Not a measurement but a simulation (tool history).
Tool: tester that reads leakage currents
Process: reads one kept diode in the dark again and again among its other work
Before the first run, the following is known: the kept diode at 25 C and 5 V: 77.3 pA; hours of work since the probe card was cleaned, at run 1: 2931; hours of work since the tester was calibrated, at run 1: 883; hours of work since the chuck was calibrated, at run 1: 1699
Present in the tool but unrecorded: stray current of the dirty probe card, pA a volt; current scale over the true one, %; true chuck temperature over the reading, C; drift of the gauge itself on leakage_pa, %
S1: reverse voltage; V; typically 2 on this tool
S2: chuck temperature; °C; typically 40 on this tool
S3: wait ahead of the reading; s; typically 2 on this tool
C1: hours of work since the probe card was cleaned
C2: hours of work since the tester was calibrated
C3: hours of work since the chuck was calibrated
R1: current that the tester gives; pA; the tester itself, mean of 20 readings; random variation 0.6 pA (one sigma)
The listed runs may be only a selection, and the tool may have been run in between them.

Run 1, hour 0: usual settings; C1 2931; C2 883; C3 1699. Result: R1 198.01 pA.
Run 2, hour 108.5: usual settings; C1 3018; C2 970; C3 1786. Result: R1 198.09 pA.
At hour 137.2: probe card cleaned and baked.
Run 3, hour 205.9: usual settings but S3 4.47 s; C1 55; C2 1045; C3 1861. Result: R1 197.53 pA.
Run 4, hour 312.1: usual settings but S3 4.47 s; C1 139; C2 1130; C3 1946. Result: R1 198.22 pA.
Run 5, hour 380.2: usual settings but S3 4.47 s; C1 194; C2 1184; C3 2000. Result: R1 197.9 pA.
Run 6, hour 461.1: usual settings but S3 4.47 s; C1 258; C2 1249; C3 2065. Result: R1 197.25 pA.
At hour 468.6: chuck's temperature calibrated.
Run 7, hour 569: usual settings but S3 4.47 s; C1 343; C2 1333; C3 80. Result: R1 197.02 pA.
Run 8, hour 648: usual settings but S3 4.47 s; C1 406; C2 1396; C3 143. Result: R1 198.21 pA.
Run 9, hour 754.4: usual settings but S3 1.02 s; C1 491; C2 1481; C3 228. Result: R1 197.84 pA.
Run 10, hour 837.4: usual settings but S3 1.02 s; C1 557; C2 1547; C3 294. Result: R1 199.35 pA.
Run 11, hour 943.5: usual settings but S3 1.02 s; C1 641; C2 1632; C3 379. Result: R1 198.79 pA.
Run 12, hour 1055.9: usual settings; C1 731; C2 1721; C3 468. Result: R1 198.65 pA.
Run 13, hour 1177.1: usual settings but S1 3.08 V, S2 33 °C, S3 2.32 s; C1 828; C2 1818; C3 565. Result: R1 131.2 pA.
Run 14, hour 1236.4: usual settings but S1 8.76 V, S2 34 °C, S3 0.85 s; C1 875; C2 1865; C3 612. Result: R1 230.77 pA.
Run 15, hour 1364.1: usual settings but S1 8.76 V, S2 54 °C, S3 0.85 s; C1 977; C2 1967; C3 714. Result: R1 1232.14 pA.
Run 16, hour 1417.7: usual settings but S1 8.76 V, S2 54 °C, S3 0.85 s; C1 1019; C2 2010; C3 757. Result: R1 1231.03 pA.
Run 17, hour 1540.5: usual settings but S1 10.02 V, S3 5.07 s; C1 1117; C2 2108; C3 855. Result: R1 414.98 pA.
Run 18, hour 1609.9: usual settings but S1 10.02 V, S3 5.07 s; C1 1173; C2 2163; C3 910. Result: R1 410.91 pA.
Run 19, hour 1715.2: usual settings but S1 10.02 V, S2 20 °C, S3 5.07 s; C1 1257; C2 2247; C3 994. Result: R1 65.83 pA.
Run 20, hour 1842.8: usual settings but S2 38 °C, S3 0.32 s; C1 1358; C2 2349; C3 1096. Result: R1 166.57 pA.
Run 21, hour 1970.4: usual settings but S2 38 °C, S3 0.32 s; C1 1460; C2 2450; C3 1198. Result: R1 167.17 pA.
Run 22, hour 2097.7: usual settings but S1 12.36 V, S2 48 °C, S3 0.6 s; C1 1562; C2 2552; C3 1299. Result: R1 887.45 pA.
Run 23, hour 2223.6: usual settings but S1 12.36 V, S2 48 °C, S3 0.6 s; C1 1662; C2 2652; C3 1399. Result: R1 890.75 pA.
Run 24, hour 2332.5: usual settings but S1 12.36 V, S2 48 °C, S3 0.6 s; C1 1749; C2 2739; C3 1486. Result: R1 889.64 pA.

Each row is a separate what-if for the run after 24, all from the same tool condition, not one after another. Results?
Run A, hour 2438.9: usual settings but S1 4.86 V, S3 0.78 s; C1 1834; C2 2824; C3 1571. Result: R1 ?.
Run B, hour 2438.9: usual settings but S1 6.98 V, S2 48 °C, S3 7.45 s; C1 1834; C2 2824; C3 1571. Result: R1 ?.
Run C, hour 2438.9: usual settings but S1 6.38 V, S3 0.84 s; C1 1834; C2 2824; C3 1571. Result: R1 ?.
Run D, hour 2438.9: usual settings but S1 11.1 V, S2 25 °C, S3 2.39 s; C1 1834; C2 2824; C3 1571. Result: R1 ?.
Run E, hour 2438.9: usual settings but S1 4.7 V, S2 30 °C, S3 7.93 s; C1 1834; C2 2824; C3 1571. Result: R1 ?.

run      R1
  A  297.03
  B  683.94
  C  337.17
  D   112.2
  E  120.53
Without the tool's hidden state the same runs would have given:
run      R1
  A  297.48
  B  684.94
  C  337.68
  D  112.36
  E  120.71
